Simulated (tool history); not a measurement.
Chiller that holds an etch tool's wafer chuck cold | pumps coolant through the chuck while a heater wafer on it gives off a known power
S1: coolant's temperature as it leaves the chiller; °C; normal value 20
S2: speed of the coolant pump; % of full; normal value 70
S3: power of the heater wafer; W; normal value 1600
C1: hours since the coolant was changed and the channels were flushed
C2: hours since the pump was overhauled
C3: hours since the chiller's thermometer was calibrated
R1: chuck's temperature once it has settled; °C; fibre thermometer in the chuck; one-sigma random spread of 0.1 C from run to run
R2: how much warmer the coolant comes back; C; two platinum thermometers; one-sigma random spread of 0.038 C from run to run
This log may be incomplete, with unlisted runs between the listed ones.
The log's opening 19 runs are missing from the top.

| run | hour | S1 | S2 | S3 | C1 | C2 | C3 | R1 | R2 |
|---|---|---|---|---|---|---|---|---|---|
| 20 | 1129.7 | 21 | 69 | 1576 | 3924 | 2527 | 2373 | 38.2 | 7.69 |
| 21 | 1208.4 | 21 | 69 | 1576 | 4003 | 2605 | 2452 | 38 | 7.63 |
| 22 | 1278.5 | 21 | 69 | 1576 | 4073 | 2676 | 2522 | 38 | 7.62 |
| 23 | 1357.5 | 21 | 69 | 1576 | 4152 | 2754 | 2601 | 38 | 7.58 |
| 24 | 1429.2 | 26 | 70 | 1600 | 4224 | 2826 | 2672 | 43.1 | 7.6 |
| 25 | 1514.7 | 20 | 65 | 1600 | 4309 | 2912 | 2758 | 38 | 8.18 |
| 26 | 1586.2 | 15 | 69 | 1146 | 4381 | 2983 | 2829 | 27.2 | 5.53 |
| 27 | 1648.9 | 15 | 69 | 1146 | 4444 | 3046 | 2892 | 27.3 | 5.58 |
| 28 | 1698 | 20 | 70 | 1102 | 4493 | 3095 | 2941 | 31.7 | 5.25 |
| 29 | 1780.7 | 17 | 70 | 1445 | 4575 | 3178 | 3024 | 32.6 | 6.83 |
| 30 | 1834.7 | 17 | 70 | 1445 | 4629 | 3232 | 3078 | 32.6 | 6.91 |
| 31 | 1917 | 18 | 70 | 933 | 4712 | 3314 | 3160 | 27.9 | 4.48 |
| 32 | 1959.4 | 11 | 80 | 1600 | 4754 | 3356 | 3203 | 26.7 | 6.68 |

Each row is a separate what-if for the run after 32, all from the same tool condition, not one after another. Results?
|  | 1967.6 | chiller's thermometer calibrated |
| A | 1995.8 | 12 | 71 | 836 | 4789 | 3392 | 28 | ? | ? |
|  | 1967.6 | chiller's thermometer calibrated |
| B | 1995.8 | 20 | 92 | 1600 | 4789 | 3392 | 28 | ? | ? |
|  | 1967.6 | chiller's thermometer calibrated |
| C | 1995.8 | 15 | 65 | 2189 | 4789 | 3392 | 28 | ? | ? |
|  | 1967.6 | chiller's thermometer calibrated |
| D | 1995.8 | 12 | 94 | 1142 | 4789 | 3392 | 28 | ? | ? |

| run | R1 | R2 |
|---|---|---|
| A | 20.7 | 3.91 |
| B | 33.9 | 5.84 |
| C | 39.7 | 11.16 |
| D | 22.2 | 4.06 |
Without the tool's unlogged condition, the same runs would have read:
| run | R1 | R2 |
|---|---|---|
| A | 20.7 | 3.91 |
| B | 33.9 | 5.84 |
| C | 39.7 | 11.15 |
| D | 22.2 | 4.06 |

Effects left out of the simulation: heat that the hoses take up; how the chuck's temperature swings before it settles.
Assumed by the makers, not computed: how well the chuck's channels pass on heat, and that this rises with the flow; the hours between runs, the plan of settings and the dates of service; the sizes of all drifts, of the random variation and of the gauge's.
